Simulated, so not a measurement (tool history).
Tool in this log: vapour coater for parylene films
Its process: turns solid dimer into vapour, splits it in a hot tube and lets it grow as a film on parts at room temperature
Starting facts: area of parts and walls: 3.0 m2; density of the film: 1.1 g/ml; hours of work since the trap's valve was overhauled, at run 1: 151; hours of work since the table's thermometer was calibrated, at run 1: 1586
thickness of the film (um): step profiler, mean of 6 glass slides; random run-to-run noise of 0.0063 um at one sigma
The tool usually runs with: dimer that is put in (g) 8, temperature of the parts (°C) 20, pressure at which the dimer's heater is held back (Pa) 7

run	hour	dimer that is put in (g)	temperature of the parts (°C)	pressure at which the dimer's heater is held back (Pa)	hours of work since the trap's valve was overhauled	hours of work since the table's thermometer was calibrated	thickness of the film (um)
1	0	8	20	7	151	1586	1.44
2	43	8	20	7.61	186	1621	1.421
3	67	8	20	7.61	205	1640	1.423
4	94.2	7	20	7	227	1662	1.243
5	146.6	7	20	7	270	1704	1.242
6	168.6	7	20	7	287	1722	1.23
7	204.6	7	20	7	316	1751	1.233
8	229.8	8	24	7	337	1771	1.213
9	257.5	8	20	7	359	1793	1.407
10	294.3	8	20	7	388	1823	1.416
11	331	8	20	7	418	1853	1.397
12	365.8	10	20	7.45	446	1881	1.754
13	411.6	10	20	7.45	483	1917	1.744
# hour 424.9: table's thermometer calibrated
14	441.7	10	13	7.08	506	14	2.29
15	493.7	7	18	5.78	548	55	1.341
16	541.4	7	18	5.78	587	94	1.342
17	592.8	10	13	7	628	135	2.287
18	615.8	8	20	4.39	647	154	1.437
# hour 638.6: trap's valve overhauled
19	652.5	4	20	4.39	11	180	0.718
20	677.8	4	20	4.39	32	200	0.723

Forecast each of these 3 alternatives for the next run:
A	713.9	4	20	5.84	61	230	?
B	713.9	4	23	4.39	61	230	?
C	713.9	10	20	5.07	61	230	?

run	thickness of the film (um)
A	0.699
B	0.629
C	1.774
What these runs would have given with no unlogged condition in the tool:
run	thickness of the film (um)
A	0.716
B	0.645
C	1.816
